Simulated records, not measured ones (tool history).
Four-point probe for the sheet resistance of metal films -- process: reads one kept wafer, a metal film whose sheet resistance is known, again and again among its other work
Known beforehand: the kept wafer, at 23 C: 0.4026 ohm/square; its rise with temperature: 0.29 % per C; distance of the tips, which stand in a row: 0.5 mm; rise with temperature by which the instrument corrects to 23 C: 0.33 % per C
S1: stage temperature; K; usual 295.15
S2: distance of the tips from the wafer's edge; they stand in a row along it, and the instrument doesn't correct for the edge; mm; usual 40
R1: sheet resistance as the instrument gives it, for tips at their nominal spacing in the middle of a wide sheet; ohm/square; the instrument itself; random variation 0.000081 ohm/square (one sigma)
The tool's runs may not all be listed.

run 1 day=0 | S1=295.15 S2=40 | R1=0.401968
run 2 day=0.808 | S1=295.15 S2=40 | R1=0.401903
run 3 day=2.233 | S1=295.15 S2=40 | R1=0.401747
run 4 day=3.033 | S1=295.15 S2=40 | R1=0.401664
run 5 day=3.946 | S1=295.15 S2=40 | R1=0.401744
run 6 day=5.388 | S1=295.15 S2=40 | R1=0.401447
run 7 day=6.888 | S1=295.15 S2=40 | R1=0.401244
run 8 day=7.662 | S1=295.15 S2=40 | R1=0.401402
run 9 day=8.567 | S1=295.15 S2=5 | R1=0.403298
run 10 day=10.008 | S1=295.15 S2=40 | R1=0.400982
-- day=10.1 stage's thermometer calibrated
run 11 day=11.188 | S1=303.15 S2=40 | R1=0.399422
run 12 day=11.979 | S1=303.15 S2=40 | R1=0.399213
run 13 day=12.683 | S1=293.15 S2=4 | R1=0.404297
run 14 day=13.354 | S1=293.15 S2=4 | R1=0.404237
run 15 day=14.692 | S1=293.15 S2=4 | R1=0.404246
run 16 day=16.229 | S1=295.15 S2=5 | R1=0.402334
-- day=16.538 stage's thermometer calibrated, once more
run 17 day=16.896 | S1=307.15 S2=19 | R1=0.398599
run 18 day=18.3 | S1=306.15 S2=6 | R1=0.399873
run 19 day=19.612 | S1=292.15 S2=4 | R1=0.404367
run 20 day=20.65 | S1=292.15 S2=23 | R1=0.400932

5 options for the next run, each taken on its own from the tool as it stands now. Forecast them:
run A day=22.15 | S1=298.15 S2=12 | R1=?
run B day=22.15 | S1=301.15 S2=73 | R1=?
run C day=22.15 | S1=295.15 S2=5 | R1=?
run D day=22.15 | S1=301.15 S2=4 | R1=?
run E day=22.15 | S1=292.15 S2=21 | R1=?

run=A R1=0.400104
run=B R1=0.39911
run=C R1=0.402332
run=D R1=0.402407
run=E R1=0.400972
Without the tool's unlogged condition, the same runs would have read:
run=A R1=0.402729
run=B R1=0.401729
run=C R1=0.404971
run=D R1=0.405045
run=E R1=0.403603

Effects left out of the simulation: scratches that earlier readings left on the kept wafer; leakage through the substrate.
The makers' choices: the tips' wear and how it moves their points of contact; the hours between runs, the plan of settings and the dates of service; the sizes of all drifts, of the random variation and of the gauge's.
